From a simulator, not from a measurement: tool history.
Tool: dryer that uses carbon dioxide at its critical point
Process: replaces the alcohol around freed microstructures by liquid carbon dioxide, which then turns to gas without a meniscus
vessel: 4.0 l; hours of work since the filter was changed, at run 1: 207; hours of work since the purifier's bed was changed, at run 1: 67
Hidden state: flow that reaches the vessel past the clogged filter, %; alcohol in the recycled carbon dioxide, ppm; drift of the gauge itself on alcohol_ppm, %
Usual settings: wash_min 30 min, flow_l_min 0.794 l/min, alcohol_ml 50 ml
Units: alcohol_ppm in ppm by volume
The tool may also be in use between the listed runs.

run	hour	wash_min	flow_l_min	alcohol_ml	hours of work since the filter was changed	hours of work since the purifier's bed was changed	alcohol_ppm
1	0.0	30	0.794	50	207	67	148
2	12.2	30	0.794	50	211	71	152
3	20.3	30	0.794	50	214	74	156
4	30.5	30	0.794	70	218	77	211
5	38.0	42	0.794	50	220	80	34
6	47.2	42	0.794	50	223	83	50
7	62.5	42	0.794	50	229	88	40
8	73.5	42	0.794	50	232	92	53
9	87.8	30	0.794	50	237	97	174
10	100.5	30	0.794	50	242	102	178
11	109.7	30	0.794	50	245	105	178
12	117.6	30	0.794	50	248	108	178
13	131.8	30	0.794	50	253	112	180
14	144.7	30	0.794	50	257	117	182
15	152.1	30	0.794	50	260	120	182
16	168.5	30	0.938	50	266	125	96
# hour 171.7: inlet filter changed
17	182.0	30	0.542	50	4	130	481
18	189.8	30	0.542	50	6	132	462
19	198.5	30	0.542	50	9	135	481
20	215.2	30	0.794	50	15	141	125
21	230.1	30	0.794	50	20	146	124
22	243.1	30	0.794	50	25	151	115
23	258.5	21	0.794	50	30	156	415
24	267.5	21	0.794	50	33	159	423
25	283.8	34	0.794	24	39	165	61
26	291.7	20	0.803	50	42	168	463
27	302.9	26	0.650	82	46	172	702
28	312.1	24	1.172	82	49	175	90
29	325.1	27	0.605	28	53	179	302
30	342.2	20	0.605	101	59	185	2274
31	349.8	20	0.605	101	62	188	2278
32	365.1	22	0.821	41	67	193	304
33	381.0	30	0.794	54	73	199	150
34	390.8	29	0.506	52	76	202	761
35	407.4	29	0.506	52	82	208	774
36	416.9	29	0.849	26	85	211	97
37	432.6	25	0.567	46	91	217	762
38	444.3	19	0.788	50	95	221	655
39	459.0	33	0.956	86	100	226	81
40	472.6	33	0.483	29	105	231	373
41	483.9	29	0.987	50	109	235	91
42	497.7	30	0.656	106	114	239	643
43	508.1	30	0.656	106	117	243	601
44	524.1	37	0.815	21	123	249	63
45	537.0	47	1.110	37	127	253	53
46	545.7	25	0.794	36	130	256	232
47	561.9	24	1.344	42	136	262	75

3 ways to go on from here, each from the tool as it stands after run 47. What would each give?
A	577.0	21	1.344	42	141	267	?
B	577.0	46	1.344	42	141	267	?
C	577.0	24	1.086	21	141	267	?

run	alcohol_ppm
A	90
B	61
C	85
Without the tool's hidden state the same runs would have given:
run	alcohol_ppm
A	27
B	11
C	25
